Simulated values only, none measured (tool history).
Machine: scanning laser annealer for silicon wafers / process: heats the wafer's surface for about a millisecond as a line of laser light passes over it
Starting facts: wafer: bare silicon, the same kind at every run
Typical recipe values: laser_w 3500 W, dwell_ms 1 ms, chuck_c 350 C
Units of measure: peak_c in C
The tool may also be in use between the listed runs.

run	hour	laser_w	dwell_ms	chuck_c	peak_c
1	0	3500	1	350	1095
2	44.1	3500	1	350	1093
3	97.5	3500	1	350	1086
4	147.2	3500	1	313	1048
5	175	3500	1	350	1085
6	202.1	3241	1	350	1023
7	251.2	3271	1	350	1025
8	303.5	3500	1	342	1072
9	351.8	3500	1	342	1063
10	389.1	3500	1	350	1071
11	438.6	3494	1	350	1074
12	488.3	3494	1	350	1070
13	518.5	3494	1	350	1066
14	551.7	3494	0.85	350	1000
15	602.9	3494	0.85	350	999
16	628.7	3494	0.85	350	997
17	668.4	3494	0.85	350	995
18	702.8	3494	0.85	350	992
19	739.1	3500	1	329	1038
20	783	3338	1.07	327	1022
21	809.3	3377	1	337	1013
22	850.8	3339	0.93	326	965
# hour 880.8: window over the wafer cleaned
23	884.2	3496	1.02	350	1096
# hour 892.8: optics aligned, line set to its width
24	933.6	3496	1.02	350	1092
25	964.5	3496	1.02	350	1088
# hour 1013.5: optics aligned, line set to its width, once more
26	1021	3839	1	377	1206
27	1055.6	3565	0.86	323	1017
28	1103.4	3565	0.86	329	1019
29	1148	3500	1.22	328	1158
30	1180.9	3519	1	350	1094
31	1222.2	3722	0.99	350	1138
32	1274.8	3722	0.99	350	1132
33	1310.7	3500	0.98	367	1090

What would each run have given without the hidden state, its run-to-run variation left as it was?
What the log doesn't record here: light that passes the window, % of a clean one's; laser's true power over the reading, %; width of the line over the set one, %; drift of the gauge itself on peak_c, C.
run	peak_c
1	1107
2	1107
3	1103
4	1066
5	1105
6	1043
7	1047
8	1099
9	1092
10	1102
11	1107
12	1105
13	1102
14	1035
15	1036
16	1035
17	1035
18	1034
19	1086
20	1070
21	1062
22	1012
23	1111
24	1114
25	1111
26	1216
27	1027
28	1032
29	1175
30	1111
31	1158
32	1155
33	1113
